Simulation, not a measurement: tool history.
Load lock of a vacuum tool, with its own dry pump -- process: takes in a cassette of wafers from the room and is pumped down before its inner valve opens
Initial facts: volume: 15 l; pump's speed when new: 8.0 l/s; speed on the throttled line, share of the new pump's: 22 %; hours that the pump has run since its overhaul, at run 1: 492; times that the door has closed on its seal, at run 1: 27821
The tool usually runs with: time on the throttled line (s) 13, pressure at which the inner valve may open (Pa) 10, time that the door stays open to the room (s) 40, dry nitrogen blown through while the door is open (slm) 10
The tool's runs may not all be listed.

run      day  time on the throttled line (s)  pressure at which the inner valve may open (Pa)  time that the door stays open to the room (s)  dry nitrogen blown through while the door is open (slm)  hours that the pump has run since its overhaul  times that the door has closed on its seal  incoming humidity of the room's air, %  time from the closed door until the inner valve may open (s)  rise of the pressure with all valves shut (Pa/min)
  1        0                              13                                               10                                             40                                                       10                                             492                                       27821                                    44.8                                                          28.1                                               0.237
  2    9.592                              13                                               10                                            109                                                       10                                             723                                       28431                                    43.6                                                          27.4                                               0.286
  3   16.867                              13                                               18                                            109                                                       10                                             897                                       28894                                    46.4                                                          26.3                                               0.302
  4   27.554                              13                                               18                                            109                                                       10                                            1154                                       29574                                    48.1                                                          26.4                                               0.311
  5   34.904                              13                                               20                                             40                                                       10                                            1330                                       30042                                      45                                                          26.6                                               0.272
  6   43.471                              13                                               20                                             40                                                       10                                            1536                                       30586                                    45.8                                                          27.1                                               0.275
  7   55.271                              13                                               16                                             40                                                       10                                            1819                                       31337                                    43.2                                                          26.9                                               0.285
  8   60.675                              13                                               16                                             40                                                       10                                            1949                                       31681                                    43.8                                                          27.1                                               0.297
  9   68.367                              13                                               10                                            220                                                       10                                            2133                                       32171                                    47.9                                                          28.5                                                0.38
 10   80.479                              13                                               10                                            220                                                       10                                            2424                                       32941                                    43.6                                                          28.7                                               0.377
 11   85.846                              13                                               10                                            220                                                       10                                            2553                                       33282                                      47                                                          28.6                                               0.389
 12   95.996                              13                                               10                                            170                                                       10                                            2796                                       33928                                    45.3                                                          28.6                                               0.379
 13   101.55                              13                                               10                                            170                                                       10                                            2930                                       34282                                      42                                                          28.5                                               0.373
 14  111.225                              13                                               10                                            170                                                       10                                            3162                                       34897                                    48.8                                                          28.4                                               0.406
 15  118.212                              13                                               10                                             40                                                       10                                            3329                                       35342                                    43.2                                                          28.4                                               0.328
 16  126.262                              13                                               12                                             40                                                       10                                            3523                                       35854                                    40.5                                                          28.4                                               0.343
 17  138.529                              13                                               12                                             31                                                       10                                            3817                                       36634                                    46.3                                                          28.5                                               0.346
 18  151.025                              16                                               10                                             40                                                       10                                            4117                                       37429                                    43.8                                                          31.5                                               0.361
 19  162.729                              13                                               10                                             40                                                       10                                            4398                                       38174                                      42                                                          28.1                                                0.37
 20  172.167                              13                                               10                                             40                                                       10                                            4624                                       38774                                    45.4                                                          28.9                                               0.389
 21  182.512                              13                                               10                                            104                                                       10                                            4873                                       39432                                    45.3                                                          28.8                                               0.426
 22  189.738                               9                                               10                                            104                                                       40                                            5046                                       39892                                    46.9                                                          25.9                                               0.402
 23  201.933                               9                                               10                                            104                                                       40                                            5339                                       40668                                    42.4                                                          25.4                                               0.401
 24  210.004                               9                                               10                                            104                                                       40                                            5532                                       41181                                      41                                                            26                                               0.411
 25  219.688                               9                                               10                                             33                                                       40                                            5765                                       41797                                      44                                                            26                                               0.398
 26  228.529                              25                                               15                                             54                                                       12                                            5977                                       42360                                    47.9                                                          37.3                                               0.439
 27  235.804                              25                                               15                                             54                                                       12                                            6152                                       42823                                    43.6                                                          36.9                                               0.443
 28  248.546                              13                                               18                                             34                                                        9                                            6457                                       43633                                      46                                                          27.6                                               0.447
 29  258.804                              13                                               18                                             34                                                        9                                            6704                                       44286                                      42                                                            28                                               0.446
 30  268.417                              13                                               10                                             40                                                       10                                            6934                                       44897                                    49.7                                                          29.3                                               0.476
 31  278.154                               6                                               10                                             40                                                       10                                            7168                                       45517                                    44.6                                                          24.5                                               0.473
 32   285.35                               6                                               10                                             40                                                       10                                            7341                                       45975                                    44.7                                                          24.2                                               0.491
 33   293.65                               6                                               10                                             40                                                       10                                            7540                                       46503                                    44.2                                                          24.8                                                 0.5
 34  300.021                              13                                               10                                             40                                                       11                                            7693                                       46908                                    46.6                                                          29.6                                               0.507
 35  308.592                              13                                               10                                             40                                                       11                                            7899                                       47453                                    46.1                                                          30.2                                               0.507
 36  315.625                              13                                               10                                             40                                                       11                                            8067                                       47901                                    43.1                                                          29.8                                               0.514
 37  328.379                              13                                               10                                             40                                                       11                                            8374                                       48712                                    43.7                                                          29.9                                               0.521

4 ways to go on from here, each from the tool as it stands after run 37. What would each give?
     332.862  -- door's seal changed, seat wiped
  A  334.6                              18                                               10                                             40                                                       10                                            8521                                         111                                    49.8                                                             ?                                                   ?
     332.862  -- door's seal changed, seat wiped
  B  334.6                              13                                               10                                             44                                                       11                                            8521                                         111                                    42.3                                                             ?                                                   ?
     332.862  -- door's seal changed, seat wiped
  C  334.6                               7                                               16                                             40                                                       24                                            8521                                         111                                    43.2                                                             ?                                                   ?
     332.862  -- door's seal changed, seat wiped
  D  334.6                              13                                               13                                            198                                                       11                                            8521                                         111                                    43.2                                                             ?                                                   ?

run  time from the closed door until the inner valve may open (s)  rise of the pressure with all valves shut (Pa/min)
  A                                                          33.7                                               0.053
  B                                                            29                                               0.045
  C                                                          24.9                                               0.039
  D                                                          28.9                                               0.116
Take away the tool's hidden state, keep each run's random variation, and the runs would have read:
run  time from the closed door until the inner valve may open (s)  rise of the pressure with all valves shut (Pa/min)
  A                                                          31.5                                               0.053
  B                                                          26.7                                               0.045
  C                                                          22.4                                               0.039
  D                                                          26.6                                               0.115

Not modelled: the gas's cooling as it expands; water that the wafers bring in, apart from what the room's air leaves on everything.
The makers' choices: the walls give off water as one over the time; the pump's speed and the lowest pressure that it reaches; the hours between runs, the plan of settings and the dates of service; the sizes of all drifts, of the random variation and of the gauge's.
